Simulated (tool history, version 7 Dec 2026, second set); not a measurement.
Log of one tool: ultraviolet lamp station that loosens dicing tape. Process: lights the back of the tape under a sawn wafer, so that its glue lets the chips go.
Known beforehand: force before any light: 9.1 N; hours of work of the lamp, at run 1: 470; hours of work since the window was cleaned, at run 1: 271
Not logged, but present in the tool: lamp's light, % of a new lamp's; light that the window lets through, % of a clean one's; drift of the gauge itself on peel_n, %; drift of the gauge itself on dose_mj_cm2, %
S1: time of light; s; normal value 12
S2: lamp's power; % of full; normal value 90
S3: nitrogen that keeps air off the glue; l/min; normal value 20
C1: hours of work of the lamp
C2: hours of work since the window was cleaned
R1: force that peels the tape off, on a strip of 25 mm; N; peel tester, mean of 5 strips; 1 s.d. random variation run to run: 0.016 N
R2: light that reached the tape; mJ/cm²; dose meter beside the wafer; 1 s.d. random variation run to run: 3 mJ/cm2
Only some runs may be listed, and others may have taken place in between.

| run | hour | S1 | S2 | S3 | C1 | C2 | R1 | R2 |
|---|---|---|---|---|---|---|---|---|
| 1 | 0.0 | 12 | 90 | 20 | 470 | 271 | 1.541 | 315 |
| 2 | 36.1 | 12 | 90 | 20 | 499 | 300 | 1.651 | 313 |
| 3 | 56.6 | 12 | 90 | 20 | 515 | 316 | 1.643 | 306 |
| 4 | 101.8 | 12 | 90 | 20 | 551 | 352 | 1.652 | 302 |
| 5 | 142.6 | 12 | 90 | 7 | 583 | 384 | 2.487 | 291 |
| 6 | 166.7 | 12 | 90 | 7 | 602 | 403 | 2.606 | 291 |
| 7 | 211.0 | 12 | 90 | 7 | 637 | 438 | 2.671 | 280 |
| 8 | 250.1 | 12 | 90 | 20 | 667 | 468 | 1.952 | 272 |
| 9 | 270.5 | 12 | 90 | 20 | 683 | 485 | 2.018 | 266 |
| 10 | 316.5 | 12 | 90 | 20 | 720 | 521 | 2.195 | 259 |
| 11 | 360.5 | 12 | 90 | 20 | 754 | 555 | 2.219 | 257 |
| 12 | 380.9 | 12 | 90 | 20 | 770 | 571 | 2.321 | 245 |
| 13 | 425.6 | 12 | 90 | 20 | 806 | 607 | 2.406 | 240 |
| 14 | 465.1 | 12 | 75 | 20 | 837 | 638 | 3.176 | 193 |
|  | 483.2 | window cleaned of glue's vapour |
| 15 | 505.8 | 12 | 75 | 20 | 868 | 18 | 2.878 | 199 |
| 16 | 534.1 | 12 | 87 | 20 | 891 | 40 | 2.577 | 226 |
|  | 551.7 | lamp changed |
| 17 | 556.5 | 12 | 87 | 20 | 4 | 57 | 0.864 | 429 |
| 18 | 592.0 | 12 | 87 | 20 | 32 | 85 | 0.888 | 423 |
| 19 | 622.5 | 12 | 87 | 20 | 56 | 109 | 0.925 | 421 |
| 20 | 660.7 | 12 | 87 | 20 | 86 | 139 | 0.947 | 413 |
| 21 | 682.7 | 12 | 87 | 27 | 103 | 156 | 0.843 | 405 |
| 22 | 706.8 | 12 | 90 | 20 | 122 | 175 | 0.942 | 413 |
| 23 | 749.5 | 16 | 62 | 20 | 156 | 209 | 1.130 | 380 |
| 24 | 772.4 | 16 | 62 | 13 | 174 | 227 | 1.423 | 369 |
| 25 | 797.4 | 16 | 62 | 13 | 194 | 247 | 1.444 | 363 |
| 26 | 821.7 | 12 | 61 | 11 | 213 | 266 | 2.543 | 263 |
| 27 | 863.3 | 12 | 61 | 11 | 245 | 299 | 2.515 | 258 |
| 28 | 885.4 | 12 | 61 | 11 | 263 | 316 | 2.509 | 259 |
| 29 | 920.3 | 12 | 61 | 11 | 290 | 343 | 2.708 | 252 |
| 30 | 944.5 | 12 | 61 | 11 | 309 | 363 | 2.621 | 251 |
| 31 | 984.3 | 12 | 90 | 31 | 341 | 394 | 1.056 | 358 |
| 32 | 1014.1 | 9 | 78 | 25 | 364 | 417 | 2.407 | 227 |
| 33 | 1056.7 | 9 | 77 | 13 | 398 | 451 | 2.930 | 223 |
| 34 | 1095.1 | 13 | 90 | 13 | 428 | 481 | 1.482 | 367 |
| 35 | 1126.9 | 12 | 86 | 20 | 453 | 506 | 1.557 | 314 |
| 36 | 1165.7 | 12 | 72 | 16 | 484 | 537 | 2.334 | 261 |
| 37 | 1188.8 | 12 | 72 | 16 | 502 | 555 | 2.324 | 254 |
| 38 | 1210.3 | 12 | 72 | 16 | 519 | 572 | 2.352 | 254 |
| 39 | 1242.0 | 17 | 90 | 20 | 544 | 597 | 0.814 | 448 |
| 40 | 1279.8 | 24 | 71 | 17 | 573 | 627 | 0.737 | 482 |
|  | 1311.9 | window cleaned of glue's vapour |
| 41 | 1311.9 | 24 | 71 | 17 | 598 | 0 | 0.643 | 496 |
| 42 | 1338.6 | 9 | 70 | 11 | 619 | 21 | 3.889 | 181 |
| 43 | 1382.7 | 9 | 70 | 11 | 654 | 56 | 3.917 | 173 |

Hidden state at the last listed run before each entry between runs and at the first one after, where it differs:
Run 14 -> run 15: window cleaned of glue's vapour (hour 483.2)
  lamp's light, % of a new lamp's: 54.8 -> 53.3; light that the window lets through, % of a clean one's: 93.4 -> 99.8
  what was measured, less what the result would be without the hidden state, R1: +2.010 -> +1.779 N; R2: -186 -> -176 mJ/cm²
Run 16 -> run 17: lamp changed (hour 551.7)
  lamp's light, % of a new lamp's: 52.2 -> 99; light that the window lets through, % of a clean one's: 99.6 -> 99.4
  what was measured, less what the result would be without the hidden state, R1: +1.747 -> +0.031 N; R2: -213 -> -6 mJ/cm²
Run 40 -> run 41: window cleaned of glue's vapour (hour 1311.9)
  lamp's light, % of a new lamp's: 71 -> 69.7; light that the window lets through, % of a clean one's: 94.1 -> 98.6
  what was measured, less what the result would be without the hidden state, R1: +0.491 -> +0.414 N; R2: -239 -> -225 mJ/cm²
